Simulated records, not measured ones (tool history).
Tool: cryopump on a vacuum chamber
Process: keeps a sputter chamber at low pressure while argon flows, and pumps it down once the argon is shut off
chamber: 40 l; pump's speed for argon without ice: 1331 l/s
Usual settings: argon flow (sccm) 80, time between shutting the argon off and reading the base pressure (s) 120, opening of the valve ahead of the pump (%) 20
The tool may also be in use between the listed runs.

run	hour	argon flow (sccm)	time between shutting the argon off and reading the base pressure (s)	opening of the valve ahead of the pump (%)	pressure while argon flows (Pa)	pressure after the wait (uPa)
1	0.0	80	120	20	0.5139	1.41
2	16.0	80	120	20	0.5114	1.46
3	28.7	80	120	20	0.5143	1.44
4	40.8	80	120	20	0.5158	1.48
5	52.7	80	120	20	0.5193	1.52
6	66.6	80	120	20	0.5184	1.50
7	76.9	80	120	20	0.5156	1.54
8	85.3	80	120	20	0.5192	1.57
9	100.7	80	120	20	0.5174	1.55
10	108.9	80	120	20	0.5148	1.54
11	121.2	80	120	20	0.5214	1.55
12	135.9	80	120	20	0.5214	1.62
13	143.9	112	120	20	0.7244	1.65
14	155.9	80	120	20	0.5212	1.63
15	166.9	80	120	20	0.5198	1.65
16	181.2	80	120	20	0.5173	1.66
17	189.3	81	120	20	0.5248	1.69
18	201.3	80	228	20	0.5171	1.40
19	209.6	80	32	41	0.2597	3.31
20	217.4	83	29	19	0.5678	3.54
21	231.2	83	24	54	0.2083	4.09
22	239.0	80	83	20	0.5217	1.95
23	248.6	80	83	21	0.4959	1.98
24	258.0	53	108	16	0.4300	1.83
25	272.4	53	108	16	0.4304	1.82
26	280.3	53	108	32	0.2191	1.80
27	286.8	53	108	32	0.2186	1.86
28	295.7	53	108	32	0.2213	1.84
29	311.8	53	108	32	0.2194	1.84
30	320.5	53	108	32	0.2201	1.88
31	334.3	61	238	40	0.2045	1.56
32	344.3	61	238	40	0.2056	1.54
33	355.8	94	67	58	0.2261	2.29
34	369.6	80	60	20	0.5255	2.54

Measured less the same run without the tool's hidden state. The same run-to-run variation is in both; the gauge's scatter may not be:
The hidden state here: pump's speed, % of a pump's without ice; cold plate's temperature, K; leak into the chamber, uPa l/s; drift of the gauge itself on working_pa, %; drift of the gauge itself on base_upa, %.
run	pressure while argon flows (Pa)	pressure after the wait (uPa)
1	+0.0077	+0.63
2	+0.0080	+0.64
3	+0.0084	+0.66
4	+0.0087	+0.66
5	+0.0089	+0.68
6	+0.0092	+0.70
7	+0.0094	+0.69
8	+0.0097	+0.72
9	+0.0100	+0.74
10	+0.0102	+0.74
11	+0.0105	+0.75
12	+0.0109	+0.77
13	+0.0153	+0.79
14	+0.0114	+0.80
15	+0.0115	+0.82
16	+0.0118	+0.82
17	+0.0121	+0.85
18	+0.0122	+0.86
19	+0.0125	+0.86
20	+0.0132	+0.86
21	+0.0134	+0.88
22	+0.0132	+0.88
23	+0.0134	+0.89
24	+0.0091	+0.91
25	+0.0093	+0.94
26	+0.0093	+0.94
27	+0.0095	+0.96
28	+0.0096	+0.95
29	+0.0098	+0.98
30	+0.0100	+1.00
31	+0.0117	+1.02
32	+0.0119	+1.01
33	+0.0189	+1.00
34	+0.0163	+1.07

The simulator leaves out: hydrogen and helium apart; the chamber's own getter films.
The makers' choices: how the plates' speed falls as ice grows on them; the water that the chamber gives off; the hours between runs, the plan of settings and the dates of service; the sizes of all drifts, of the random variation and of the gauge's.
